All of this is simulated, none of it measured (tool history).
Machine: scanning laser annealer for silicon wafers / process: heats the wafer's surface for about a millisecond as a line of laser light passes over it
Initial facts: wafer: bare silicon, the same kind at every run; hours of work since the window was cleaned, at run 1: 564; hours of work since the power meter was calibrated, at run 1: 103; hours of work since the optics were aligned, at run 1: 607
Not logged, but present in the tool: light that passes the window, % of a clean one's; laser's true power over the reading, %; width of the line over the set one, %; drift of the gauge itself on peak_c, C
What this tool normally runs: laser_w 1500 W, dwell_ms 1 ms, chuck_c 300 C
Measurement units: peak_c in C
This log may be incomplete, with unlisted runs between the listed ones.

run  hour  laser_w  dwell_ms  chuck_c  hours of work since the window was cleaned  hours of work since the power meter was calibrated  hours of work since the optics were aligned  peak_c
  1     0     1500         1      300                                         564                                                 103                                          607     993
  2   4.7     1500         1      300                                         567                                                 106                                          610     990
  3  11.3     1500         1      300                                         571                                                 110                                          614     989
  4  15.9     1500         1      300                                         574                                                 113                                          617     983
  5  21.8     1500         1      300                                         578                                                 117                                          621     990
  6    27     1357      0.76      311                                         581                                                 120                                          624     845
  7  34.4     1463         1      283                                         586                                                 125                                          629     958
  8  43.6     1463         1      283                                         592                                                 130                                          634     951
  9  49.6     1463         1      283                                         595                                                 134                                          638     953
 10  58.2     1317      0.76      323                                         601                                                 140                                          644     837

Branching from run 10: 5 alternative next runs. What would each branch give?
  A  65.6     1604      0.93      315                                         606                                                 144                                          648       ?
  B  65.6     1551         1      300                                         606                                                 144                                          648       ?
  C  65.6     1317      1.01      323                                         606                                                 144                                          648       ?
  D  65.6     1639      0.76      306                                         606                                                 144                                          648       ?
  E  65.6     1431         1      319                                         606                                                 144                                          648       ?

run  peak_c
  A    1023
  B    1013
  C     921
  D     958
  E     973
Without the tool's hidden state the same runs would have given:
run  peak_c
  A    1071
  B    1061
  C     962
  D    1002
  E    1017
